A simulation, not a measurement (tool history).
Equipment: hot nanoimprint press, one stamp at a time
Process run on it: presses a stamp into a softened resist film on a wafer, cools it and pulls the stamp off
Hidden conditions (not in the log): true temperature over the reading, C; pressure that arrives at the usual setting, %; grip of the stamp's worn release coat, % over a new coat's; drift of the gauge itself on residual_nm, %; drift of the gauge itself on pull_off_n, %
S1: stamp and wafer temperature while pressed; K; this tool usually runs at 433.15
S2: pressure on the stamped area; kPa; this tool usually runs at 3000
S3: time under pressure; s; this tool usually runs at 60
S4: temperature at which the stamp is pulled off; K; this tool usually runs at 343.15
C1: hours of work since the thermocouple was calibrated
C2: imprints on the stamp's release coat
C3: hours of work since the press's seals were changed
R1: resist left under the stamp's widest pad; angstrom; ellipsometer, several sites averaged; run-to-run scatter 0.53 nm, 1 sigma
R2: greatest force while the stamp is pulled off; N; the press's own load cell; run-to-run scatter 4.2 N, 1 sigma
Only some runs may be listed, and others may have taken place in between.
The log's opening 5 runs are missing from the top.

run,hour,S1,S2,S3,S4,C1,C2,C3,R1,R2
6,57.0,433.15,3000,60,343.15,139,60,62,1420,219
7,63.3,433.15,3000,60,343.15,144,85,67,1416,216
8,71.9,433.15,3000,60,343.15,150,119,73,1419,206
9,82.9,433.15,3000,60,343.15,158,162,81,1413,205
10,93.0,433.15,3000,60,343.15,166,201,89,1420,219
11,99.5,433.15,3000,60,343.15,170,227,93,1416,213
12,113.1,432.15,3000,60,343.15,180,280,103,1472,215
13,120.6,432.15,3000,60,343.15,186,309,109,1466,211
14,126.5,433.15,3000,60,342.15,190,332,113,1407,218
15,134.3,433.15,3000,60,342.15,196,363,119,1402,228

Run 16 comes next. What will it give?
16,146.9,442.15,3000,60,342.15,205,412,128,?,?

Run 16 produced R1 1012 angstrom, R2 220 N.
Without the tool's hidden state the same run would have given R1 1023 angstrom, R2 211 N.
